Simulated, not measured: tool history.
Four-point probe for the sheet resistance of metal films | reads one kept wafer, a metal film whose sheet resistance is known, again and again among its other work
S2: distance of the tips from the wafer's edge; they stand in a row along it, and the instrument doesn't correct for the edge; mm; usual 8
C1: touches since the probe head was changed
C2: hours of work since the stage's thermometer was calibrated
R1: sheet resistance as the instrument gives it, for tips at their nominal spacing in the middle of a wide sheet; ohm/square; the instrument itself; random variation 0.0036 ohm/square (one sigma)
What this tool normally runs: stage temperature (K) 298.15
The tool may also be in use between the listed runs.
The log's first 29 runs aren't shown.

Run 30, hour 1435: usual settings but stage temperature (K) 292.15, S2 10 mm; C1 157759; C2 1371. Result: R1 17.70893 ohm/square.
Run 31, hour 1468.9: usual settings but S2 3 mm; C1 159045; C2 1396. Result: R1 18.594501 ohm/square.
Run 32, hour 1526.4: usual settings but S2 3 mm; C1 161229; C2 1438. Result: R1 18.593127 ohm/square.
Run 33, hour 1562.4: usual settings but S2 16 mm; C1 162597; C2 1464. Result: R1 17.639277 ohm/square.
Run 34, hour 1608.3: usual settings but stage temperature (K) 300.15, S2 7 mm; C1 164339; C2 1497. Result: R1 17.791295 ohm/square.
Run 35, hour 1652.8: usual settings but stage temperature (K) 291.15, S2 24 mm; C1 166031; C2 1529. Result: R1 17.627241 ohm/square.
Run 36, hour 1717.2: usual settings but stage temperature (K) 291.15, S2 24 mm; C1 168478; C2 1576. Result: R1 17.625244 ohm/square.
Run 37, hour 1776.3: usual settings but stage temperature (K) 291.15, S2 24 mm; C1 170722; C2 1619. Result: R1 17.631998 ohm/square.
Run 38, hour 1813.4: usual settings but S2 14 mm; C1 172130; C2 1645. Result: R1 17.646927 ohm/square.

4 options for the next run, each taken on its own from the tool as it stands now. Forecast them:
Run A, hour 1868.2: usual settings but stage temperature (K) 294.15, S2 36 mm; C1 174212; C2 1685. Result: R1 ?.
Run B, hour 1868.2: usual settings but stage temperature (K) 295.15, S2 17 mm; C1 174212; C2 1685. Result: R1 ?.
Run C, hour 1868.2: usual settings but stage temperature (K) 299.15, S2 19 mm; C1 174212; C2 1685. Result: R1 ?.
Run D, hour 1868.2: usual settings but S2 6 mm; C1 174212; C2 1685. Result: R1 ?.

run         R1
  A  17.615698
  B  17.636969
  C  17.627061
  D  17.871356
The same runs, with their run-to-run variation unchanged, on a tool lacking any hidden condition would have given:
run         R1
  A  17.619491
  B  17.640766
  C  17.630851
  D  17.875195
